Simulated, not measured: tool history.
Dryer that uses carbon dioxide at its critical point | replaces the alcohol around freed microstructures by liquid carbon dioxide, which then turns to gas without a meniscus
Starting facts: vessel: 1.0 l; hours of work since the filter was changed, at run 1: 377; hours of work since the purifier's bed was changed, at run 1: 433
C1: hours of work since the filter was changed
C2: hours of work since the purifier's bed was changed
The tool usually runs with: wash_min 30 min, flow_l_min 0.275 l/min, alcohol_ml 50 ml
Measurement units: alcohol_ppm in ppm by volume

run 1 hour=0 | wash_min=30 flow_l_min=0.275 alcohol_ml=50 | C1=377 C2=433 | alcohol_ppm=171
run 2 hour=22 | wash_min=30 flow_l_min=0.275 alcohol_ml=50 | C1=386 C2=442 | alcohol_ppm=169
run 3 hour=38.4 | wash_min=30 flow_l_min=0.275 alcohol_ml=50 | C1=393 C2=449 | alcohol_ppm=175
run 4 hour=55.6 | wash_min=30 flow_l_min=0.275 alcohol_ml=50 | C1=400 C2=456 | alcohol_ppm=178
run 5 hour=70.1 | wash_min=30 flow_l_min=0.275 alcohol_ml=50 | C1=406 C2=462 | alcohol_ppm=170
run 6 hour=90.5 | wash_min=30 flow_l_min=0.275 alcohol_ml=91 | C1=415 C2=471 | alcohol_ppm=291
run 7 hour=113.1 | wash_min=30 flow_l_min=0.275 alcohol_ml=50 | C1=424 C2=480 | alcohol_ppm=180
run 8 hour=131.8 | wash_min=30 flow_l_min=0.275 alcohol_ml=50 | C1=432 C2=488 | alcohol_ppm=187
run 9 hour=156.6 | wash_min=30 flow_l_min=0.275 alcohol_ml=50 | C1=442 C2=498 | alcohol_ppm=195
run 10 hour=168.6 | wash_min=30 flow_l_min=0.275 alcohol_ml=54 | C1=447 C2=503 | alcohol_ppm=205
run 11 hour=183 | wash_min=25 flow_l_min=0.275 alcohol_ml=54 | C1=453 C2=509 | alcohol_ppm=488
-- hour=205.7 inlet filter changed
run 12 hour=206.1 | wash_min=22 flow_l_min=0.275 alcohol_ml=60 | C1=0 C2=519 | alcohol_ppm=412

Expected results for the next run?
run 13 hour=225.7 | wash_min=39 flow_l_min=0.199 alcohol_ml=29 | C1=8 C2=527 | alcohol_ppm=?

alcohol_ppm: 79 ppm by volume
With no hidden state in the tool, this same run would have given alcohol_ppm 40 ppm by volume.
